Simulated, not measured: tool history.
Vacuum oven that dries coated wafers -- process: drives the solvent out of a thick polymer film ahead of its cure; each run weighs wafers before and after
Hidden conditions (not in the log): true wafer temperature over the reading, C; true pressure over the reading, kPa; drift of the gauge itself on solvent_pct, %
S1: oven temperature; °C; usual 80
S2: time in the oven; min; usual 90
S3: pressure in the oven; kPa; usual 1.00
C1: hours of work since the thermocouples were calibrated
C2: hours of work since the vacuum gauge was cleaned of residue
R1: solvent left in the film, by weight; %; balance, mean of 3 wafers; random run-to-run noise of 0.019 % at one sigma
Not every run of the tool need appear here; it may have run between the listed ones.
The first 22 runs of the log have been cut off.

run	day	S1	S2	S3	C1	C2	R1
23	10.871	93	90	1.00	855	231	0.42
24	11.546	93	90	1.51	866	242	0.51
25	11.879	93	90	1.41	871	247	0.52
26	12.188	89	90	3.74	876	252	1.40
# day 12.325: oven's thermocouples calibrated
27	12.662	65	101	2.80	5	258	5.92
28	13.258	88	131	0.65	15	267	0.28
29	13.712	82	131	0.65	22	275	0.54
# day 14.029: oven's thermocouples calibrated, once more
30	14.471	82	131	0.65	7	285	0.63
31	14.912	82	131	0.65	14	292	0.63
32	15.512	82	131	0.65	24	302	0.62
33	15.979	94	63	1.25	31	309	0.81
34	16.654	80	90	3.18	42	320	2.72
35	17.292	80	90	3.18	52	330	2.71
36	17.750	80	90	3.18	59	337	2.71
37	18.238	80	127	1.00	67	345	0.95
38	18.812	80	90	1.00	76	354	1.77
39	19.483	80	90	1.00	87	365	1.78
40	20.154	91	73	1.00	97	376	0.80
41	20.438	75	73	2.54	102	380	4.51
42	20.821	75	73	2.54	108	386	4.54
43	21.462	67	47	2.54	118	396	9.27
44	21.904	75	90	1.56	125	403	3.15
45	22.500	94	45	1.56	135	413	1.66
46	22.967	81	47	2.13	142	420	4.69
47	23.388	86	133	0.58	149	427	0.34

Forecast each of these 4 alternatives for the next run:
A	24.067	93	133	0.58	159	438	?
B	24.067	93	54	2.19	159	438	?
C	24.067	70	160	0.58	159	438	?
D	24.067	80	111	1.00	159	438	?

run	R1
A	0.23
B	1.46
C	1.65
D	1.23
Without the tool's hidden state the same runs would have given:
run	R1
A	0.19
B	1.53
C	1.70
D	1.27
